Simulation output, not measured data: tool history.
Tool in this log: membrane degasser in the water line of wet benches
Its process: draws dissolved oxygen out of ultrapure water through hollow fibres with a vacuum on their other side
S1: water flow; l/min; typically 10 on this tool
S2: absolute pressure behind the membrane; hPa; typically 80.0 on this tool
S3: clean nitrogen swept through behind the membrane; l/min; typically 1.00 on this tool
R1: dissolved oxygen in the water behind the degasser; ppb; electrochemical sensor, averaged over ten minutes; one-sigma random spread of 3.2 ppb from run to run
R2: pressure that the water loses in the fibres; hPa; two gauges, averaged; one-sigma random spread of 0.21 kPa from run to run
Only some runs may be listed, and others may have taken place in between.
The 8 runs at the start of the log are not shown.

run     day  S1     S2    S3     R1     R2
  9  12.462  10   68.1  1.00  302.8  498.5
 10  13.475  10   68.1  1.00  294.9  505.6
     13.688  -- vacuum gauge calibrated
 11  15.400  10   68.1  1.00  300.8  499.8
 12  17.500  14   80.0  1.00  637.8  704.3
 13  18.500  14   80.0  1.00  635.0  698.5
 14  20.533  10   85.1  1.00  340.8  499.6
 15  22.488  10   85.1  1.00  339.3  501.7
     22.758  -- vacuum gauge calibrated, once more
 16  24.008  10   85.1  1.00  337.6  495.8
 17  25.100  11   54.5  2.48  303.5  552.2
 18  26.054  11   54.5  2.48  309.9  552.3
 19  27.621  11   54.5  2.48  305.5  551.2
 20  29.383  11   54.5  2.48  309.4  557.1
 21  31.038  11   80.0  1.08  396.8  552.4
 22  33.042  13  196.8  2.16  643.6  644.6
 23  34.321   8   80.0  1.54  174.5  399.3
 24  35.262   9   80.0  1.54  230.9  454.6

Run 25 has not been measured yet. What should we expect?
 25  36.258   9  80.0  1.54   ?   ?

R1: 230.6 ppb
R2: 453.8 hPa
Without the tool's hidden state the same run would have given R1 219.2 ppb, R2 449.2 hPa.

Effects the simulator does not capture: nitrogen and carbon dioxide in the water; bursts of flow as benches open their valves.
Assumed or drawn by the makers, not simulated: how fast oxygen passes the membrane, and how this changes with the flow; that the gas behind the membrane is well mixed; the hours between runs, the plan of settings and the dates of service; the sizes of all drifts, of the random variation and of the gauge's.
